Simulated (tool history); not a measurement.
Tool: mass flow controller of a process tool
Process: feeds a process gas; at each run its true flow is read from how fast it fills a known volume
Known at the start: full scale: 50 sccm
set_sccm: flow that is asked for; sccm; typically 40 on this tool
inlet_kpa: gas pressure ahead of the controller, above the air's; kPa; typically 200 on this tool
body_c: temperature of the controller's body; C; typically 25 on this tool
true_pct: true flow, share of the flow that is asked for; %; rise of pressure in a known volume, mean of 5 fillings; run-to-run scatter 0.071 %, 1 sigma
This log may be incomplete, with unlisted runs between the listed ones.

run      day  set_sccm  inlet_kpa  body_c  true_pct
  1        0        40        200      25     97.93
  2   15.325        40        200      25      97.9
      26.412  -- controller's zero set anew
  3   35.288        40        200      25     98.14
  4   55.517        40        200      25     98.11
  5    77.75        24        200      25     97.74
  6   88.212        29        140      21     97.87
  7  109.329        29        140      21     97.77
  8  129.008        29        140      21      97.7
  9  144.462        17        200      25     97.29
 10  166.225        40        188      36     99.05

Branching from run 10: 5 alternative next runs. What would each branch give?
  A  185.25         5        264      25         ?
  B  185.25        19        156      24         ?
  C  185.25         8        242      21         ?
  D  185.25         6        175      34         ?
  E  185.25        13        200      38         ?

run  true_pct
  A     95.41
  B     97.43
  C     95.67
  D     97.36
  E     98.32
Take away the tool's hidden state, keep each run's random variation, and the runs would have read:
run  true_pct
  A     98.81
  B     99.76
  C     98.52
  D    100.51
  E    100.83
